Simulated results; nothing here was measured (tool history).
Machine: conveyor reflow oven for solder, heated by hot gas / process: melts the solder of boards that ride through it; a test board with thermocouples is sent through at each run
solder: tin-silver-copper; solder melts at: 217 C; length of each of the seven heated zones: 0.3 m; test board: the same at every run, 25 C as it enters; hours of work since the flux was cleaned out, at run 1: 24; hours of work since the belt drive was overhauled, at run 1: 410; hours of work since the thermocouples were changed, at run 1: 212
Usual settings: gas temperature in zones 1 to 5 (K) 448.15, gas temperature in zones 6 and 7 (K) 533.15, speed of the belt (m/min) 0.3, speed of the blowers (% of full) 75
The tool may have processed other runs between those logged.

run	hour	gas temperature in zones 1 to 5 (K)	gas temperature in zones 6 and 7 (K)	speed of the belt (m/min)	speed of the blowers (% of full)	hours of work since the flux was cleaned out	hours of work since the belt drive was overhauled	hours of work since the thermocouples were changed	highest temperature of the board (K)	time above the solder's melting point (s)
1	0	448.15	533.15	0.3	75	24	410	212	522.85	90
2	22.3	448.15	533.15	0.3	75	40	425	227	522.75	90.1
3	36.1	448.15	533.15	0.3	75	49	435	237	522.95	90.2
4	48.8	448.15	538.15	0.3	75	58	444	246	527.35	94.8
5	69.7	448.15	538.15	0.3	75	73	459	261	527.35	94.5
6	89.7	448.15	533.15	0.3	75	87	473	275	522.75	90.2
7	108.3	448.15	533.15	0.3	75	100	486	288	522.75	89.9
8	119.4	448.15	533.15	0.3	75	108	494	296	522.75	90.1
9	141.6	448.15	538.15	0.3	75	124	510	312	527.45	94.5
10	159.1	448.15	538.15	0.3	75	136	522	324	527.25	94.5
11	170.2	448.15	538.15	0.3	75	144	530	332	527.55	94.6
12	188.1	448.15	538.15	0.3	75	157	543	344	527.45	94.8
13	212.1	448.15	533.15	0.3	75	174	559	361	522.75	90.1
14	235.3	448.15	533.15	0.3	75	190	576	378	522.95	90.3
15	252.6	448.15	528.15	0.3	75	202	588	390	518.15	84.7
16	273.9	448.15	528.15	0.3	75	217	603	405	518.25	84.8
# hour 290.8: flux residue cleaned out of gas plates and filters
17	296.3	448.15	540.15	0.3	75	4	615	417	529.05	96.4
18	310.1	448.15	540.15	0.3	75	14	625	427	529.05	96.2
19	325.2	448.15	540.15	0.246	78	24	636	438	533.55	124.8
20	341.8	454.15	540.15	0.246	86	36	648	450	534.95	129.4
21	361.7	439.15	525.15	0.246	86	50	662	464	519.45	105.1
22	376.5	439.15	530.15	0.246	77	61	672	474	523.25	109.5
23	395	459.15	541.15	0.3	86	74	685	487	532.55	105.9
24	411.4	456.15	544.15	0.302	59	85	697	499	531.25	101.3
25	432.7	461.15	522.15	0.358	85	100	712	514	512.25	69.6
26	447.2	448.15	533.15	0.329	75	111	722	524	520.45	78.4
27	465.4	459.15	527.15	0.329	84	123	735	537	517.85	83
# hour 478.9: belt drive overhauled, speed set with a stopwatch
28	493.1	448.15	529.15	0.3	75	140	10	554	519.25	85.8
29	514.2	448.15	529.15	0.3	75	155	25	569	519.15	85.9
30	534.5	447.15	535.15	0.272	72	169	39	583	526.15	104

Below are 4 alternative next runs, each starting from the tool's condition after run 30. Predict each:
A	553.3	448.15	533.15	0.3	78	183	53	596	?	?
B	553.3	447.15	543.15	0.272	69	183	53	596	?	?
C	553.3	442.15	536.15	0.3	75	183	53	596	?	?
D	553.3	449.15	535.15	0.335	60	183	53	596	?	?

run	highest temperature of the board (K)	time above the solder's melting point (s)
A	523.25	90.7
B	533.25	110.4
C	524.75	88.6
D	519.35	74.5
Stripped of hidden state, with their random variation kept, the same runs would have yielded:
run	highest temperature of the board (K)	time above the solder's melting point (s)
A	523.25	90.7
B	533.35	110.4
C	524.75	88.7
D	519.35	74.5

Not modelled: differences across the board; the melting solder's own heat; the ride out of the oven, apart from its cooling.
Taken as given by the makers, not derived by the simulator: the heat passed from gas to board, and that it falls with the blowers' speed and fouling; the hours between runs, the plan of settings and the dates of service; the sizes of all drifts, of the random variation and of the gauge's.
